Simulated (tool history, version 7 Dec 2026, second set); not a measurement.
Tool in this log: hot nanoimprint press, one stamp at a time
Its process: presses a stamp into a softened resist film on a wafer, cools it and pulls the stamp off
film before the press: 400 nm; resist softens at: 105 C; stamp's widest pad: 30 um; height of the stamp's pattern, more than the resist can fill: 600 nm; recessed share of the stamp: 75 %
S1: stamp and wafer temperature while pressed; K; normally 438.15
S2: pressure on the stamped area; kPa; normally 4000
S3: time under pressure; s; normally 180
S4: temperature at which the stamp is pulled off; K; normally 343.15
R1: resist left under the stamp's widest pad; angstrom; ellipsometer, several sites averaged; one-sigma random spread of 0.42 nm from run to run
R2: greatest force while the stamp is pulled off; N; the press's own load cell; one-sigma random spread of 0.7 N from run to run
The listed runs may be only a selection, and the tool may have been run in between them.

| run | hour | S1 | S2 | S3 | S4 | R1 | R2 |
|---|---|---|---|---|---|---|---|
| 1 | 0 | 438.15 | 4000 | 180 | 343.15 | 1782 | 102.3 |
| 2 | 18.5 | 438.15 | 4000 | 180 | 343.15 | 1776 | 102 |
| 3 | 27.8 | 438.15 | 4000 | 180 | 343.15 | 1779 | 101 |
| 4 | 44 | 438.15 | 4000 | 180 | 343.15 | 1783 | 100.3 |
| 5 | 64.2 | 438.15 | 4000 | 180 | 343.15 | 1781 | 100.2 |
| 6 | 73.8 | 438.15 | 3840 | 180 | 343.15 | 1828 | 100.9 |
| 7 | 86.2 | 440.15 | 3840 | 180 | 343.15 | 1700 | 100.8 |
| 8 | 96.5 | 440.15 | 3840 | 180 | 343.15 | 1698 | 100.6 |
| 9 | 115.8 | 440.15 | 2430 | 359 | 343.15 | 1765 | 100.8 |
| 10 | 136.7 | 429.15 | 2430 | 359 | 349.15 | 2585 | 86.7 |
| 11 | 156 | 444.15 | 2430 | 126 | 349.15 | 2144 | 88 |
| 12 | 170.1 | 444.15 | 2430 | 126 | 349.15 | 2153 | 87.8 |
| 13 | 187.3 | 433.15 | 4000 | 180 | 346.15 | 2136 | 94.4 |
| 14 | 196.1 | 433.15 | 4000 | 180 | 346.15 | 2127 | 93.8 |
| 15 | 215.2 | 438.15 | 4160 | 180 | 340.15 | 1736 | 107.3 |

What if the next run were any one of these 5? Each begins from the tool's condition after run 15:
| A | 234.7 | 438.15 | 5700 | 178 | 333.15 | ? | ? |
| B | 234.7 | 438.15 | 3870 | 232 | 345.15 | ? | ? |
| C | 234.7 | 438.15 | 4160 | 327 | 340.15 | ? | ? |
| D | 234.7 | 438.15 | 2440 | 119 | 343.15 | ? | ? |
| E | 234.7 | 432.15 | 4000 | 296 | 343.15 | ? | ? |

| run | R1 | R2 |
|---|---|---|
| A | 1456 | 123.3 |
| B | 1671 | 97.7 |
| C | 1429 | 107.3 |
| D | 2601 | 101.6 |
| E | 1905 | 100.4 |
With the hidden condition removed and each run's random variation left untouched, the same runs would have given:
| run | R1 | R2 |
|---|---|---|
| A | 1458 | 122.9 |
| B | 1672 | 97.5 |
| C | 1430 | 107 |
| D | 2603 | 101.3 |
| E | 1906 | 100.2 |

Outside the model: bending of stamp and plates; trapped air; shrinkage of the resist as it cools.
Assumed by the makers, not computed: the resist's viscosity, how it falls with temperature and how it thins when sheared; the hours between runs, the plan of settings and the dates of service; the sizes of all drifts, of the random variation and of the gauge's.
